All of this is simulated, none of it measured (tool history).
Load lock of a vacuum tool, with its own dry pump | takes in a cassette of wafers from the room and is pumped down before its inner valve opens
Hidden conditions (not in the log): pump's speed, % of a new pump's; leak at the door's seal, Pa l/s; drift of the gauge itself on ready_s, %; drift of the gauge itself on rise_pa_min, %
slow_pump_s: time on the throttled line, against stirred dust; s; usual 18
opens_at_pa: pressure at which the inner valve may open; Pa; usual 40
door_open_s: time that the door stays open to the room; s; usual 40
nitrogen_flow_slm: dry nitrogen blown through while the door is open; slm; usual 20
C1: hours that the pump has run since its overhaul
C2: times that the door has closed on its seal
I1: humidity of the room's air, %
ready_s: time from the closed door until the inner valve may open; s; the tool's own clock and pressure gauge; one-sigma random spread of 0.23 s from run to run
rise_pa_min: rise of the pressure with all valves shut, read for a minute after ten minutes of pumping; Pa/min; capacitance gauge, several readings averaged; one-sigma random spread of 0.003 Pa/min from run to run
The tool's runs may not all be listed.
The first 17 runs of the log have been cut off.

Run 18, hour 5011: usual settings but door_open_s 107 s; C1 3931; C2 25447; I1 45.7. Result: ready_s 28.8 s, rise_pa_min 0.252 Pa/min.
Run 19, hour 5221.1: usual settings but nitrogen_flow_slm 8 slm; C1 4141; C2 25878; I1 46.3. Result: ready_s 28.8 s, rise_pa_min 0.236 Pa/min.
Run 20, hour 5422.6: usual settings but opens_at_pa 32 Pa, nitrogen_flow_slm 7 slm; C1 4342; C2 26292; I1 43.2. Result: ready_s 29.7 s, rise_pa_min 0.245 Pa/min.
Run 21, hour 5714.6: usual settings but opens_at_pa 32 Pa, nitrogen_flow_slm 7 slm; C1 4634; C2 26891; I1 43.2. Result: ready_s 29.2 s, rise_pa_min 0.252 Pa/min.
Run 22, hour 6085.6: usual settings but slow_pump_s 13 s, opens_at_pa 58 Pa, door_open_s 124 s, nitrogen_flow_slm 22 slm; C1 5005; C2 27653; I1 46.5. Result: ready_s 25 s, rise_pa_min 0.278 Pa/min.
Run 23, hour 6379.1: usual settings but slow_pump_s 13 s, opens_at_pa 58 Pa, door_open_s 124 s, nitrogen_flow_slm 22 slm; C1 5299; C2 28255; I1 44.9. Result: ready_s 24.4 s, rise_pa_min 0.277 Pa/min.
Run 24, hour 6614.1: usual settings but slow_pump_s 20 s, opens_at_pa 47 Pa, door_open_s 124 s, nitrogen_flow_slm 5 slm; C1 5534; C2 28737; I1 48.2. Result: ready_s 30 s, rise_pa_min 0.337 Pa/min.
Run 25, hour 7056.7: usual settings but slow_pump_s 20 s, opens_at_pa 47 Pa, door_open_s 124 s, nitrogen_flow_slm 5 slm; C1 5976; C2 29646; I1 42.9. Result: ready_s 29.9 s, rise_pa_min 0.332 Pa/min.
Run 26, hour 7513.5: usual settings but nitrogen_flow_slm 17 slm; C1 6433; C2 30584; I1 43. Result: ready_s 28.9 s, rise_pa_min 0.282 Pa/min.
Run 27, hour 7825.3: usual settings but slow_pump_s 12 s; C1 6745; C2 31223; I1 42.8. Result: ready_s 24.8 s, rise_pa_min 0.296 Pa/min.
Run 28, hour 8021.3: usual settings but nitrogen_flow_slm 6 slm; C1 6941; C2 31626; I1 43.3. Result: ready_s 29.2 s, rise_pa_min 0.31 Pa/min.
Run 29, hour 8466.4: usual settings but slow_pump_s 16 s, opens_at_pa 35 Pa, door_open_s 212 s, nitrogen_flow_slm 11 slm; C1 7386; C2 32539; I1 49.9. Result: ready_s 28.1 s, rise_pa_min 0.4 Pa/min.
Run 30, hour 8867.3: usual settings but opens_at_pa 72 Pa; C1 7787; C2 33362; I1 41.8. Result: ready_s 27.6 s, rise_pa_min 0.315 Pa/min.
Run 31, hour 9228.6: usual settings but opens_at_pa 72 Pa; C1 8148; C2 34104; I1 47. Result: ready_s 28.5 s, rise_pa_min 0.336 Pa/min.
Run 32, hour 9553.7: usual settings but opens_at_pa 72 Pa; C1 8473; C2 34771; I1 45.9. Result: ready_s 28.3 s, rise_pa_min 0.341 Pa/min.
Run 33, hour 9957.2: usual settings but opens_at_pa 72 Pa; C1 8877; C2 35599; I1 44.1. Result: ready_s 28 s, rise_pa_min 0.351 Pa/min.
Run 34, hour 10265.3: usual settings but opens_at_pa 72 Pa, door_open_s 70 s; C1 9185; C2 36232; I1 42. Result: ready_s 28.2 s, rise_pa_min 0.374 Pa/min.
Run 35, hour 10469.5: usual settings but slow_pump_s 23 s, opens_at_pa 61 Pa, door_open_s 106 s, nitrogen_flow_slm 24 slm; C1 9389; C2 36651; I1 42.4. Result: ready_s 32.5 s, rise_pa_min 0.381 Pa/min.
Run 36, hour 10927.9: usual settings but slow_pump_s 13 s, opens_at_pa 61 Pa, door_open_s 106 s, nitrogen_flow_slm 9 slm; C1 9848; C2 37592; I1 43. Result: ready_s 25 s, rise_pa_min 0.428 Pa/min.

What if the next run were any one of these 5? Each begins from the tool's condition after run 36:
Run A, hour 11180.1: usual settings but slow_pump_s 14 s, opens_at_pa 32 Pa, nitrogen_flow_slm 11 slm; C1 10100; C2 38109; I1 43. Result: ready_s ?, rise_pa_min ?.
Run B, hour 11180.1: usual settings but slow_pump_s 33 s, opens_at_pa 33 Pa; C1 10100; C2 38109; I1 43.2. Result: ready_s ?, rise_pa_min ?.
Run C, hour 11180.1: usual settings but slow_pump_s 13 s; C1 10100; C2 38109; I1 43.8. Result: ready_s ?, rise_pa_min ?.
Run D, hour 11180.1: usual settings but slow_pump_s 13 s, opens_at_pa 43 Pa, door_open_s 47 s, nitrogen_flow_slm 9 slm; C1 10100; C2 38109; I1 43.6. Result: ready_s ?, rise_pa_min ?.
Run E, hour 11180.1: usual settings but slow_pump_s 13 s, opens_at_pa 66 Pa, door_open_s 141 s, nitrogen_flow_slm 9 slm; C1 10100; C2 38109; I1 43. Result: ready_s ?, rise_pa_min ?.

run  ready_s  rise_pa_min
  A     27.3         0.41
  B     41.5        0.395
  C       26        0.397
  D     25.8        0.402
  E     24.9        0.443
With the hidden condition removed and each run's random variation left untouched, the same runs would have given:
run  ready_s  rise_pa_min
  A     25.4         0.04
  B     40.3        0.031
  C     24.1        0.033
  D     23.9        0.035
  E     23.2        0.081

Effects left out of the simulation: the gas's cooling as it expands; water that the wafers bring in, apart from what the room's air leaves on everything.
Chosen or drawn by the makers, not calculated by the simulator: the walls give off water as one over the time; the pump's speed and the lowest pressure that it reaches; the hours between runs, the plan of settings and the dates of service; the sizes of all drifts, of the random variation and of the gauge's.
